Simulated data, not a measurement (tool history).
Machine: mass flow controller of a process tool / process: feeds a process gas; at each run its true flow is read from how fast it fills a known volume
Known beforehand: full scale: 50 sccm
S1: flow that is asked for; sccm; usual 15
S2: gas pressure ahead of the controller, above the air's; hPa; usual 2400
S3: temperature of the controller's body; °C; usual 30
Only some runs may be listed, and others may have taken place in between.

run 1 hour=0 | S1=15 S2=2400 S3=30 | true_flow_(%)=97.06
run 2 hour=337.5 | S1=15 S2=2400 S3=30 | true_flow_(%)=96.87
run 3 hour=543 | S1=15 S2=2400 S3=30 | true_flow_(%)=96.81
run 4 hour=754.4 | S1=15 S2=2400 S3=30 | true_flow_(%)=96.77
run 5 hour=1057.6 | S1=15 S2=2400 S3=30 | true_flow_(%)=96.65
run 6 hour=1404.7 | S1=15 S2=2400 S3=30 | true_flow_(%)=96.5
run 7 hour=1793 | S1=15 S2=2400 S3=30 | true_flow_(%)=96.17
run 8 hour=2194.8 | S1=15 S2=2400 S3=39 | true_flow_(%)=95.55
run 9 hour=2573.6 | S1=15 S2=2400 S3=30 | true_flow_(%)=95.81
run 10 hour=2776 | S1=15 S2=1790 S3=30 | true_flow_(%)=96.04
run 11 hour=3150.3 | S1=15 S2=2400 S3=30 | true_flow_(%)=95.57
run 12 hour=3444 | S1=15 S2=2400 S3=30 | true_flow_(%)=95.51
run 13 hour=3735.9 | S1=15 S2=2400 S3=30 | true_flow_(%)=95.35
run 14 hour=3984 | S1=15 S2=2400 S3=30 | true_flow_(%)=95.2
run 15 hour=4249.9 | S1=15 S2=2400 S3=30 | true_flow_(%)=95.03
-- hour=4435.7 gauge calibrated
run 16 hour=4514.5 | S1=15 S2=2400 S3=30 | true_flow_(%)=96.99
run 17 hour=4775.5 | S1=15 S2=2400 S3=30 | true_flow_(%)=96.95
run 18 hour=5217.5 | S1=15 S2=2290 S3=30 | true_flow_(%)=96.74
run 19 hour=5424.1 | S1=15 S2=2400 S3=33 | true_flow_(%)=96.43
run 20 hour=5837.7 | S1=15 S2=2400 S3=33 | true_flow_(%)=96.29
run 21 hour=6213.2 | S1=15 S2=2400 S3=33 | true_flow_(%)=96.14
run 22 hour=6494.2 | S1=15 S2=2400 S3=33 | true_flow_(%)=95.93
run 23 hour=6822.6 | S1=15 S2=2450 S3=30 | true_flow_(%)=95.97
run 24 hour=7199.9 | S1=15 S2=2450 S3=30 | true_flow_(%)=95.79
run 25 hour=7494.4 | S1=8 S2=2450 S3=30 | true_flow_(%)=95.06
run 26 hour=7862.5 | S1=8 S2=2450 S3=30 | true_flow_(%)=95.06
run 27 hour=8154.3 | S1=20 S2=1800 S3=21 | true_flow_(%)=96.38
run 28 hour=8430.7 | S1=15 S2=2770 S3=29 | true_flow_(%)=95.06
run 29 hour=8644 | S1=10 S2=1760 S3=23 | true_flow_(%)=95.52
run 30 hour=8888.4 | S1=10 S2=1760 S3=23 | true_flow_(%)=95.2
-- hour=8975.1 gauge calibrated
run 31 hour=9097.4 | S1=10 S2=1760 S3=38 | true_flow_(%)=96.76
run 32 hour=9552.5 | S1=15 S2=2100 S3=32 | true_flow_(%)=96.9
run 33 hour=9929.3 | S1=21 S2=2460 S3=35 | true_flow_(%)=96.76
run 34 hour=10282 | S1=21 S2=2460 S3=35 | true_flow_(%)=96.58
run 35 hour=10654.1 | S1=16 S2=2400 S3=27 | true_flow_(%)=96.5
run 36 hour=10972.1 | S1=16 S2=2400 S3=21 | true_flow_(%)=96.67
run 37 hour=11303.4 | S1=35 S2=2180 S3=34 | true_flow_(%)=97.26
run 38 hour=11555.8 | S1=40 S2=2220 S3=25 | true_flow_(%)=97.82
run 39 hour=11860.9 | S1=14 S2=2400 S3=36 | true_flow_(%)=95.31
run 40 hour=12244.9 | S1=14 S2=2400 S3=36 | true_flow_(%)=95.21
run 41 hour=12482.1 | S1=14 S2=2400 S3=36 | true_flow_(%)=95.07
run 42 hour=12916 | S1=15 S2=1490 S3=30 | true_flow_(%)=95.68
run 43 hour=13163.1 | S1=15 S2=1490 S3=34 | true_flow_(%)=95.4
run 44 hour=13561.3 | S1=12 S2=2400 S3=37 | true_flow_(%)=94.51
run 45 hour=13803 | S1=12 S2=2400 S3=37 | true_flow_(%)=94.2
run 46 hour=14205.5 | S1=12 S2=2400 S3=37 | true_flow_(%)=94.15

Below are 3 alternative next runs, each starting from the tool's condition after run 46. Predict each:
run A hour=14614.3 | S1=12 S2=2160 S3=26 | true_flow_(%)=?
run B hour=14614.3 | S1=8 S2=1630 S3=30 | true_flow_(%)=?
run C hour=14614.3 | S1=6 S2=1550 S3=37 | true_flow_(%)=?

run=A true_flow_(%)=94.48
run=B true_flow_(%)=94.39
run=C true_flow_(%)=93.93
Stripped of hidden state, with their random variation kept, the same runs would have yielded:
run=A true_flow_(%)=97.21
run=B true_flow_(%)=97.11
run=C true_flow_(%)=96.62

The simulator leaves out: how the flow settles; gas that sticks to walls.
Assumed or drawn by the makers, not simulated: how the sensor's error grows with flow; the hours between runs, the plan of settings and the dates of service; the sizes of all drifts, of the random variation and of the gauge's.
